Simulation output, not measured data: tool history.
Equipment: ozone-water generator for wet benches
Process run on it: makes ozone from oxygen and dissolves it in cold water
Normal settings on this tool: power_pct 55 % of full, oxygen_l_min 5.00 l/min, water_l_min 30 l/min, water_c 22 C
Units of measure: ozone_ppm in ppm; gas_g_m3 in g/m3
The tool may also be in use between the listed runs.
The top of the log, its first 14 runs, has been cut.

run	day	power_pct	oxygen_l_min	water_l_min	water_c	ozone_ppm	gas_g_m3
# day 79.800: contactor cleaned
15	84.571	40	5.00	27	22	9.8	145.4
16	92.829	67	5.00	30	22	13.4	220.2
17	97.717	67	5.00	30	22	13.6	219.1
18	105.950	55	3.37	30	22	10.6	222.8
19	113.229	55	3.37	19	25	15.7	224.5
20	121.054	55	3.37	19	25	15.5	224.1
21	125.192	55	3.09	36	22	8.6	232.1
22	132.983	43	8.44	39	29	7.2	125.4
23	138.283	43	8.44	39	29	7.5	124.8
24	143.650	62	5.00	30	23	12.8	209.4
# day 148.412: gauge calibrated
25	151.638	55	8.19	30	28	11.4	149.8
26	159.921	55	8.19	30	28	11.1	150.8
27	164.233	55	8.19	22	14	18.0	150.2
28	168.379	86	5.71	36	23	14.4	251.5
29	174.658	86	4.01	36	23	13.2	289.9
30	182.333	86	4.01	36	23	13.1	290.6

Predict each of these 3 candidate next runs independently; none follows another, all start after run 30:
A	187.217	86	4.01	19	23	?	?
B	187.217	55	5.00	30	14	?	?
C	187.217	52	2.53	30	22	?	?

run	ozone_ppm	gas_g_m3
A	23.3	291.2
B	12.7	186.9
C	9.2	238.7
The same runs, with their run-to-run variation unchanged, on a tool lacking any hidden condition would have given:
run	ozone_ppm	gas_g_m3
A	23.4	290.0
B	12.7	186.0
C	9.2	237.5
